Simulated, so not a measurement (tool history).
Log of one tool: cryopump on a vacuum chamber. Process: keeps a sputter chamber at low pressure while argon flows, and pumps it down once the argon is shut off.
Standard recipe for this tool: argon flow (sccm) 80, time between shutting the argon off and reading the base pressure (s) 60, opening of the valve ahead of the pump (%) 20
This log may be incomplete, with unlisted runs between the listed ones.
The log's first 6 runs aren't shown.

| run | hour | argon flow (sccm) | time between shutting the argon off and reading the base pressure (s) | opening of the valve ahead of the pump (%) | pressure while argon flows (Pa) | pressure after the wait (uPa) |
|---|---|---|---|---|---|---|
| 7 | 76 | 45 | 60 | 20 | 0.1887 | 0.88 |
| 8 | 85.7 | 80 | 60 | 20 | 0.3376 | 0.92 |
| 9 | 102.6 | 80 | 60 | 59 | 0.1166 | 0.9 |
| 10 | 110.9 | 80 | 60 | 59 | 0.1165 | 0.92 |
| 11 | 121.4 | 80 | 60 | 52 | 0.1324 | 0.93 |
| 12 | 132.1 | 80 | 21 | 20 | 0.3382 | 2.13 |
| 13 | 139.6 | 80 | 60 | 28 | 0.2407 | 0.95 |
| 14 | 147.3 | 80 | 60 | 28 | 0.2426 | 0.94 |
| 15 | 163.2 | 80 | 60 | 20 | 0.3384 | 0.93 |
| 16 | 172.3 | 66 | 60 | 42 | 0.1346 | 0.92 |
| 17 | 183 | 66 | 172 | 33 | 0.1694 | 0.51 |
| 18 | 194.6 | 134 | 29 | 20 | 0.5655 | 1.6 |
| 19 | 207.5 | 39 | 21 | 41 | 0.0828 | 2.14 |
| 20 | 214.7 | 39 | 21 | 41 | 0.0815 | 2.05 |
| 21 | 224.2 | 39 | 21 | 41 | 0.0817 | 2.16 |
| 22 | 234.4 | 78 | 21 | 41 | 0.1625 | 2.03 |
| 23 | 244.6 | 88 | 49 | 41 | 0.1834 | 1.13 |
| 24 | 261.3 | 40 | 83 | 20 | 0.1694 | 0.74 |
| 25 | 271.8 | 48 | 60 | 24 | 0.17 | 0.95 |
| 26 | 286.5 | 48 | 60 | 24 | 0.1704 | 0.95 |
| 27 | 296.6 | 48 | 60 | 24 | 0.1694 | 0.93 |
| 28 | 304.5 | 48 | 60 | 24 | 0.1713 | 0.93 |
| 29 | 317.4 | 145 | 88 | 26 | 0.4774 | 0.71 |
| 30 | 330.6 | 53 | 36 | 51 | 0.0906 | 1.35 |

Each row is a separate what-if for the run after 30, all from the same tool condition, not one after another. Results?
| A | 343.3 | 80 | 60 | 39 | ? | ? |
| B | 343.3 | 65 | 40 | 51 | ? | ? |
| C | 343.3 | 148 | 178 | 24 | ? | ? |
| D | 343.3 | 80 | 171 | 20 | ? | ? |

| run | pressure while argon flows (Pa) | pressure after the wait (uPa) |
|---|---|---|
| A | 0.1769 | 0.91 |
| B | 0.1096 | 1.25 |
| C | 0.5292 | 0.52 |
| D | 0.3394 | 0.51 |
What these runs would have given with no unlogged condition in the tool:
| run | pressure while argon flows (Pa) | pressure after the wait (uPa) |
|---|---|---|
| A | 0.1718 | 0.75 |
| B | 0.1055 | 1.09 |
| C | 0.5197 | 0.36 |
| D | 0.3343 | 0.35 |
